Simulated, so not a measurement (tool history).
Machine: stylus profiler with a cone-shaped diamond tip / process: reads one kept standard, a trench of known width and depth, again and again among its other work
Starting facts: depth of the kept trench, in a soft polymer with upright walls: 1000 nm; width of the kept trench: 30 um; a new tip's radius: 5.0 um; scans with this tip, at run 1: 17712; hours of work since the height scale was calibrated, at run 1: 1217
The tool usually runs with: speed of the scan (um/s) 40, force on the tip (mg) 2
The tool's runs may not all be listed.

| run | hour | speed of the scan (um/s) | force on the tip (mg) | scans with this tip | hours of work since the height scale was calibrated | depth of the trench (angstrom) | width of the trench's floor (µm) |
|---|---|---|---|---|---|---|---|
| 1 | 0 | 40 | 2 | 17712 | 1217 | 10183.1 | 21.54 |
| 2 | 12.6 | 40 | 2 | 17848 | 1226 | 10181.9 | 21.5 |
| 3 | 24.8 | 40 | 2 | 17980 | 1235 | 10184.5 | 21.45 |
| 4 | 38.2 | 40 | 5.37 | 18124 | 1245 | 10324.1 | 21.6 |
| 5 | 51.7 | 40 | 5.37 | 18270 | 1255 | 10323.9 | 21.52 |
| 6 | 69.8 | 40 | 2.65 | 18464 | 1269 | 10211.1 | 21.47 |
| 7 | 90.6 | 40 | 2 | 18688 | 1284 | 10186 | 21.35 |
| 8 | 116.8 | 40 | 0.8 | 18970 | 1303 | 10118 | 21.29 |
| 9 | 140.3 | 40 | 0.8 | 19224 | 1321 | 10117.4 | 21.19 |
| 10 | 155.1 | 40 | 2.69 | 19383 | 1332 | 10220.3 | 21.38 |
| 11 | 178.2 | 40 | 2 | 19632 | 1349 | 10184.5 | 21.34 |
| 12 | 193.1 | 40 | 2 | 19792 | 1360 | 10184.8 | 21.31 |
| 13 | 214.4 | 40 | 2 | 20021 | 1376 | 10185.6 | 21.25 |
| 14 | 226.9 | 40 | 2 | 20156 | 1385 | 10186.3 | 21.22 |
| 15 | 254.1 | 40 | 2 | 20449 | 1405 | 10185.3 | 21.2 |
| 16 | 274.8 | 40 | 3.11 | 20672 | 1420 | 10240 | 21.24 |
| 17 | 300.9 | 40 | 3.11 | 20954 | 1440 | 10240.1 | 21.24 |
| 18 | 328.3 | 17 | 3.11 | 21249 | 1460 | 10238.4 | 21.34 |
| 19 | 353.9 | 17 | 3.11 | 21524 | 1479 | 10239.4 | 21.31 |
|  | 372.9 | new tip fitted, height scale calibrated |
| 20 | 372.9 | 17 | 3.11 | 0 | 0 | 10204.5 | 23.97 |
| 21 | 389.5 | 17 | 3.11 | 179 | 12 | 10205 | 23.94 |
| 22 | 401.2 | 17 | 3.11 | 305 | 21 | 10203.7 | 23.91 |
| 23 | 418.9 | 17 | 3.11 | 496 | 34 | 10204.6 | 23.95 |
| 24 | 442.9 | 17 | 3.11 | 754 | 52 | 10205 | 23.87 |
|  | 444.8 | height scale calibrated on a step standard |
| 25 | 470.6 | 143 | 0.74 | 1047 | 19 | 10079.8 | 22.36 |
| 26 | 492.3 | 143 | 0.74 | 1281 | 35 | 10087.7 | 22.3 |
| 27 | 517.8 | 28 | 0.89 | 1555 | 54 | 10096.5 | 23.56 |
|  | 539.6 | height scale calibrated on a step standard, once more |
| 28 | 543.3 | 28 | 0.89 | 1824 | 3 | 10081 | 23.51 |
| 29 | 560.9 | 14 | 3.53 | 2014 | 16 | 10212.6 | 23.7 |
| 30 | 582.7 | 14 | 3.53 | 2249 | 32 | 10212.4 | 23.61 |
| 31 | 598.7 | 17 | 0.75 | 2421 | 44 | 10075.8 | 23.5 |
| 32 | 611.4 | 47 | 3.95 | 2558 | 53 | 10233.9 | 23.45 |
| 33 | 627.1 | 64 | 1.23 | 2727 | 65 | 10106.5 | 23.14 |
| 34 | 638.6 | 20 | 3.4 | 2852 | 73 | 10217.5 | 23.58 |
| 35 | 654.9 | 20 | 3.4 | 3027 | 85 | 10203 | 23.49 |
| 36 | 670.7 | 43 | 0.85 | 3197 | 97 | 10083.9 | 23.13 |
| 37 | 698 | 12 | 0.82 | 3491 | 117 | 10079.5 | 23.41 |
| 38 | 725 | 20 | 2.9 | 3782 | 137 | 10191.5 | 23.42 |
| 39 | 739.8 | 20 | 2.9 | 3942 | 148 | 10192 | 23.41 |
| 40 | 756.8 | 67 | 5.56 | 4124 | 161 | 10296.6 | 23.19 |
| 41 | 778 | 67 | 5.56 | 4353 | 176 | 10292.5 | 23.16 |
| 42 | 796.5 | 67 | 5.56 | 4552 | 190 | 10295 | 23.13 |
| 43 | 822.1 | 24 | 2.54 | 4827 | 209 | 10178.3 | 23.2 |
| 44 | 847.9 | 33 | 1.78 | 5106 | 228 | 10139.8 | 23.06 |
| 45 | 860.4 | 19 | 1.48 | 5240 | 237 | 10125.5 | 23.14 |
| 46 | 881.5 | 12 | 1.41 | 5467 | 253 | 10117 | 23.19 |
| 47 | 896.7 | 12 | 1.41 | 5631 | 264 | 10117.3 | 23.12 |

Forecast each of these 3 alternatives for the next run:
| A | 919.9 | 97 | 2 | 5881 | 281 | ? | ? |
| B | 919.9 | 136 | 2.03 | 5881 | 281 | ? | ? |
| C | 919.9 | 13 | 1.19 | 5881 | 281 | ? | ? |

| run | depth of the trench (angstrom) | width of the trench's floor (µm) |
|---|---|---|
| A | 10151.4 | 22.56 |
| B | 10154.2 | 22.25 |
| C | 10111 | 23.06 |
Take away the tool's hidden state, keep each run's random variation, and the runs would have read:
| run | depth of the trench (angstrom) | width of the trench's floor (µm) |
|---|---|---|
| A | 10146.4 | 23.37 |
| B | 10149.2 | 23.06 |
| C | 10106.1 | 23.86 |
